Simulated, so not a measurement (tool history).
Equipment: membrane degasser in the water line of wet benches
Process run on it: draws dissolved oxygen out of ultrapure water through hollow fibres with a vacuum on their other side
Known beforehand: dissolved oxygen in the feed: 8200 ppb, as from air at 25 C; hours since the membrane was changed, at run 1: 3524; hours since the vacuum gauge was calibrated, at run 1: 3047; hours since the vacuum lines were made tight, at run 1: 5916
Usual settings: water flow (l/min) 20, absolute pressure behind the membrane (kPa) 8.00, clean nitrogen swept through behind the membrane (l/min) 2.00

run	day	water flow (l/min)	absolute pressure behind the membrane (kPa)	clean nitrogen swept through behind the membrane (l/min)	hours since the membrane was changed	hours since the vacuum gauge was calibrated	hours since the vacuum lines were made tight	dissolved oxygen in the water behind the degasser (ppb)	pressure that the water loses in the fibres (kPa)
1	0.000	20	8.00	2.00	3524	3047	5916	117.5	50.66
2	4.100	20	8.00	2.00	3622	3145	6014	116.1	51.05
3	7.812	20	8.00	2.00	3711	3234	6103	117.2	50.88
4	9.750	20	8.00	2.00	3758	3281	6150	117.1	50.48
5	13.017	20	8.00	2.00	3836	3359	6228	116.6	50.31
# day 15.888: vacuum gauge calibrated
6	16.796	20	8.00	2.00	3926	22	6319	115.6	50.83
7	18.762	20	8.00	2.00	3974	69	6366	115.5	50.80
8	22.029	20	8.00	2.00	4052	147	6444	115.7	50.54
9	23.804	20	8.00	2.00	4095	190	6487	116.3	50.61
10	26.342	20	8.00	2.00	4156	251	6548	114.7	50.68
11	30.088	20	8.00	2.00	4245	341	6638	115.7	50.72
12	33.562	20	9.23	2.00	4329	424	6721	143.8	50.98
13	36.242	20	8.00	2.00	4393	489	6785	114.6	50.49
14	38.779	20	8.00	2.00	4454	549	6846	115.9	50.85
15	42.158	20	8.00	2.00	4535	631	6927	115.3	51.03
16	45.062	20	8.00	2.00	4605	700	6997	115.1	50.69
17	48.646	20	15.55	5.47	4691	786	7083	112.9	50.48
18	52.304	12	4.82	2.00	4779	874	7171	23.8	30.02
19	54.838	20	5.48	2.00	4839	935	7231	57.4	50.48
20	58.433	26	12.45	3.41	4926	1021	7318	182.8	65.98
21	61.321	26	12.45	3.41	4995	1090	7387	184.6	65.78
22	64.512	26	12.45	3.41	5072	1167	7464	182.6	65.95
23	67.996	25	12.16	4.48	5155	1251	7547	132.9	63.70
24	69.838	20	9.40	2.00	5199	1295	7591	147.4	50.94
25	71.825	20	9.40	2.00	5247	1343	7639	146.9	50.75
26	73.692	20	9.40	2.00	5292	1387	7684	146.8	50.50
27	77.771	20	8.00	1.62	5390	1485	7782	138.7	50.48
28	79.846	14	11.27	0.97	5440	1535	7832	257.6	35.66
29	82.729	19	11.53	1.40	5509	1604	7901	251.8	48.08
30	85.542	19	13.31	1.07	5576	1672	7968	386.0	47.87
31	88.883	20	8.00	0.99	5656	1752	8049	212.2	50.72

What differs in the tool's unlogged condition from the final listed run ahead of each entry between runs to the first listed run following it?
In the gap between runs 5 and 6: vacuum gauge calibrated (day 15.888)
  drift of the gauge itself on oxygen_ppb, %: -0.31 -> -0.4
  measured result minus the result with no hidden state, dissolved oxygen in the water behind the degasser (ppb): -0.3 -> -0.4

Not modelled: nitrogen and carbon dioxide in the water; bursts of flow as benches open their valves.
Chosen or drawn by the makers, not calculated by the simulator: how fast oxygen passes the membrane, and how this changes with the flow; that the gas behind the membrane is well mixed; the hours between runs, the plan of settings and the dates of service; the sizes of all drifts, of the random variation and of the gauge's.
